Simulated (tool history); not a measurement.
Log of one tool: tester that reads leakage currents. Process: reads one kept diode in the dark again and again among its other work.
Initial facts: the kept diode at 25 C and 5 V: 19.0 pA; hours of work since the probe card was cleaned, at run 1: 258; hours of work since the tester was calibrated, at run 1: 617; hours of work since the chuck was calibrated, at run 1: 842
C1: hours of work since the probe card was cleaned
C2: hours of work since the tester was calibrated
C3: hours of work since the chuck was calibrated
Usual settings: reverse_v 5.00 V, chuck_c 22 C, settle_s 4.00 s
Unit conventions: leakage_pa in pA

Run 1, hour 0.0: usual settings; C1 258; C2 617; C3 842. Result: leakage_pa 14.74 pA.
Run 2, hour 123.9: usual settings but chuck_c 40 C; C1 321; C2 680; C3 906. Result: leakage_pa 67.31 pA.
At hour 180.8: chuck's temperature calibrated.
Run 3, hour 251.7: usual settings but chuck_c 40 C; C1 385; C2 744; C3 36. Result: leakage_pa 73.63 pA.
Run 4, hour 406.4: usual settings but chuck_c 40 C; C1 464; C2 823; C3 115. Result: leakage_pa 73.81 pA.
Run 5, hour 492.4: usual settings but settle_s 1.38 s; C1 508; C2 867; C3 159. Result: leakage_pa 17.42 pA.
Run 6, hour 615.1: usual settings; C1 571; C2 929; C3 221. Result: leakage_pa 17.09 pA.
Run 7, hour 685.9: usual settings but chuck_c 23 C; C1 607; C2 965; C3 257. Result: leakage_pa 18.68 pA.
Run 8, hour 813.9: usual settings but chuck_c 31 C; C1 672; C2 1030; C3 323. Result: leakage_pa 35.25 pA.
Run 9, hour 965.1: usual settings but chuck_c 31 C; C1 749; C2 1107; C3 400. Result: leakage_pa 35.61 pA.
Run 10, hour 1045.6: usual settings but chuck_c 31 C; C1 790; C2 1148; C3 441. Result: leakage_pa 35.66 pA.
Run 11, hour 1146.5: usual settings but chuck_c 31 C; C1 841; C2 1200; C3 492. Result: leakage_pa 35.63 pA.
Run 12, hour 1298.6: usual settings but chuck_c 31 C; C1 919; C2 1277; C3 570. Result: leakage_pa 35.71 pA.
Run 13, hour 1413.1: usual settings but chuck_c 31 C; C1 977; C2 1336; C3 628. Result: leakage_pa 35.81 pA.
Run 14, hour 1515.3: usual settings but chuck_c 31 C; C1 1029; C2 1388; C3 680. Result: leakage_pa 36.07 pA.
Run 15, hour 1586.8: usual settings but chuck_c 31 C; C1 1066; C2 1424; C3 717. Result: leakage_pa 35.98 pA.
Run 16, hour 1739.3: usual settings but chuck_c 31 C; C1 1144; C2 1502; C3 794. Result: leakage_pa 35.89 pA.
Run 17, hour 1811.8: usual settings but chuck_c 31 C; C1 1180; C2 1539; C3 831. Result: leakage_pa 36.09 pA.
Run 18, hour 1876.1: usual settings but chuck_c 31 C; C1 1213; C2 1572; C3 864. Result: leakage_pa 36.10 pA.
Run 19, hour 1998.7: usual settings; C1 1276; C2 1634; C3 926. Result: leakage_pa 19.10 pA.
At hour 2011.6: chuck's temperature calibrated.
Run 20, hour 2130.3: usual settings; C1 1342; C2 1700; C3 61. Result: leakage_pa 20.50 pA.
Run 21, hour 2272.1: usual settings but reverse_v 1.18 V, chuck_c 33 C; C1 1414; C2 1772; C3 133. Result: leakage_pa 20.08 pA.
Run 22, hour 2402.3: usual settings but reverse_v 1.18 V, chuck_c 33 C; C1 1480; C2 1839; C3 199. Result: leakage_pa 19.90 pA.
Run 23, hour 2468.5: usual settings but chuck_c 21 C, settle_s 2.93 s; C1 1514; C2 1873; C3 233. Result: leakage_pa 20.18 pA.
Run 24, hour 2614.0: usual settings but reverse_v 2.13 V, chuck_c 41 C, settle_s 4.38 s; C1 1588; C2 1947; C3 307. Result: leakage_pa 51.77 pA.
Run 25, hour 2745.3: usual settings but reverse_v 7.29 V, chuck_c 46 C, settle_s 0.33 s; C1 1655; C2 2014; C3 374. Result: leakage_pa 153.32 pA.
At hour 2761.3: probe card cleaned and baked.
Run 26, hour 2848.9: usual settings but reverse_v 7.29 V, chuck_c 46 C, settle_s 0.33 s; C1 45; C2 2065; C3 425. Result: leakage_pa 160.50 pA.
Run 27, hour 2944.1: usual settings but reverse_v 6.16 V, chuck_c 57 C, settle_s 0.31 s; C1 93; C2 2113; C3 474. Result: leakage_pa 316.37 pA.
Run 28, hour 3007.8: usual settings but reverse_v 6.16 V, chuck_c 57 C, settle_s 0.31 s; C1 126; C2 2146; C3 506. Result: leakage_pa 314.95 pA.
Run 29, hour 3149.6: usual settings but reverse_v 6.16 V, chuck_c 57 C, settle_s 0.31 s; C1 198; C2 2218; C3 578. Result: leakage_pa 315.60 pA.
Run 30, hour 3299.5: usual settings but reverse_v 2.25 V, chuck_c 35 C, settle_s 1.57 s; C1 274; C2 2294; C3 655. Result: leakage_pa 35.53 pA.
Run 31, hour 3363.2: usual settings but reverse_v 2.25 V, chuck_c 35 C, settle_s 1.57 s; C1 307; C2 2327; C3 687. Result: leakage_pa 35.41 pA.
At hour 3467.9: probe card cleaned and baked, once more.
Run 32, hour 3467.9: usual settings but reverse_v 2.25 V, chuck_c 35 C, settle_s 1.57 s; C1 0; C2 2379; C3 739. Result: leakage_pa 29.49 pA.
Run 33, hour 3622.2: usual settings but reverse_v 14.87 V, settle_s 0.33 s; C1 79; C2 2457; C3 818. Result: leakage_pa 36.10 pA.
Run 34, hour 3765.9: usual settings but reverse_v 2.30 V, chuck_c 39 C, settle_s 0.33 s; C1 152; C2 2531; C3 891. Result: leakage_pa 43.06 pA.
At hour 3805.1: tester calibrated.
At hour 3849.7: chuck's temperature calibrated.
Run 35, hour 3905.4: usual settings but reverse_v 2.30 V, chuck_c 39 C, settle_s 0.33 s; C1 221; C2 50; C3 28. Result: leakage_pa 45.83 pA.
Run 36, hour 3993.8: usual settings but reverse_v 11.52 V; C1 266; C2 95; C3 73. Result: leakage_pa 25.53 pA.
Run 37, hour 4111.4: usual settings but chuck_c 26 C, settle_s 1.16 s; C1 326; C2 155; C3 133. Result: leakage_pa 23.13 pA.
Run 38, hour 4237.4: usual settings but chuck_c 26 C, settle_s 1.16 s; C1 390; C2 219; C3 198. Result: leakage_pa 23.36 pA.
Run 39, hour 4321.7: usual settings but chuck_c 26 C, settle_s 1.16 s; C1 433; C2 262; C3 241. Result: leakage_pa 23.56 pA.
Run 40, hour 4411.3: usual settings but chuck_c 26 C, settle_s 1.16 s; C1 479; C2 308; C3 286. Result: leakage_pa 23.62 pA.

Alternative continuations, all from the tool just after run 40; predict every row:
Run A, hour 4489.2: usual settings but reverse_v 7.00 V, chuck_c 21 C, settle_s 0.30 s; C1 518; C2 348; C3 326. Result: leakage_pa ?.
Run B, hour 4489.2: usual settings but reverse_v 2.07 V, chuck_c 26 C, settle_s 1.16 s; C1 518; C2 348; C3 326. Result: leakage_pa ?.
Run C, hour 4489.2: usual settings but settle_s 1.16 s; C1 518; C2 348; C3 326. Result: leakage_pa ?.

run  leakage_pa
  A       24.09
  B       14.27
  C       17.40
With the hidden condition removed and each run's random variation left untouched, the same runs would have given:
run  leakage_pa
  A       21.38
  B       13.64
  C       15.54
